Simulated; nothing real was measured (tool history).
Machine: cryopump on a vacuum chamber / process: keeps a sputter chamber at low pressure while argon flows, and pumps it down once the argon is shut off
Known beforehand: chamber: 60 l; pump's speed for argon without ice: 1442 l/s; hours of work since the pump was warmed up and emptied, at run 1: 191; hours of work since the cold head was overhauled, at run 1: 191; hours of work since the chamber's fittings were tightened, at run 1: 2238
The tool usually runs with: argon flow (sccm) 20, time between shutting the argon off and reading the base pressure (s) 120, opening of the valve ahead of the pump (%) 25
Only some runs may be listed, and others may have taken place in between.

run	hour	argon flow (sccm)	time between shutting the argon off and reading the base pressure (s)	opening of the valve ahead of the pump (%)	hours of work since the pump was warmed up and emptied	hours of work since the cold head was overhauled	hours of work since the chamber's fittings were tightened	pressure while argon flows (Pa)	pressure after the wait (uPa)
1	0.0	20	120	25	191	191	2238	0.0955	2.75
2	41.0	20	120	25	222	222	2270	0.0966	2.85
3	58.0	20	120	25	236	236	2283	0.0961	2.81
4	88.9	20	120	40	259	259	2306	0.0595	2.93
5	116.7	20	120	25	281	281	2328	0.0965	2.89
6	151.3	20	120	25	307	307	2354	0.0962	2.85
7	183.7	20	120	25	332	332	2379	0.0963	2.93
8	215.3	20	120	25	356	356	2403	0.0967	3.03
9	254.0	20	120	25	386	386	2433	0.0966	3.09
10	290.9	20	120	25	415	415	2462	0.0962	3.18
11	318.2	20	120	36	436	436	2483	0.0676	3.08
12	340.1	20	120	25	452	452	2499	0.0965	3.21
13	371.0	20	120	18	476	476	2523	0.1334	3.21
14	407.1	18	69	25	504	504	2551	0.0876	3.79
15	429.1	18	69	25	521	521	2568	0.0887	3.70
16	467.0	24	105	50	550	550	2597	0.0609	3.47
17	500.6	20	120	20	576	576	2623	0.1203	3.39
18	524.5	32	33	25	594	594	2641	0.1551	5.45
19	561.1	32	33	31	622	622	2669	0.1280	5.60
20	587.0	32	33	31	642	642	2689	0.1300	5.56
21	615.7	36	76	46	664	664	2711	0.1008	3.99
22	633.0	36	76	46	677	677	2725	0.1001	4.02
23	659.7	36	45	16	698	698	2745	0.2758	4.84
24	691.0	36	45	16	722	722	2769	0.2730	4.98
25	726.1	36	45	16	749	749	2796	0.2746	5.01
26	766.8	36	45	16	780	780	2827	0.2756	5.06

4 options for the next run, each taken on its own from the tool as it stands now. Forecast them:
A	790.2	17	39	42	798	798	2845	?	?
B	790.2	23	48	18	798	798	2845	?	?
C	790.2	34	45	16	798	798	2845	?	?
D	790.2	20	120	44	798	798	2845	?	?

run	pressure while argon flows (Pa)	pressure after the wait (uPa)
A	0.0528	5.41
B	0.1570	4.90
C	0.2585	5.17
D	0.0603	3.69
Without the tool's hidden state the same runs would have given:
run	pressure while argon flows (Pa)	pressure after the wait (uPa)
A	0.0475	2.72
B	0.1499	2.24
C	0.2481	2.43
D	0.0541	1.03

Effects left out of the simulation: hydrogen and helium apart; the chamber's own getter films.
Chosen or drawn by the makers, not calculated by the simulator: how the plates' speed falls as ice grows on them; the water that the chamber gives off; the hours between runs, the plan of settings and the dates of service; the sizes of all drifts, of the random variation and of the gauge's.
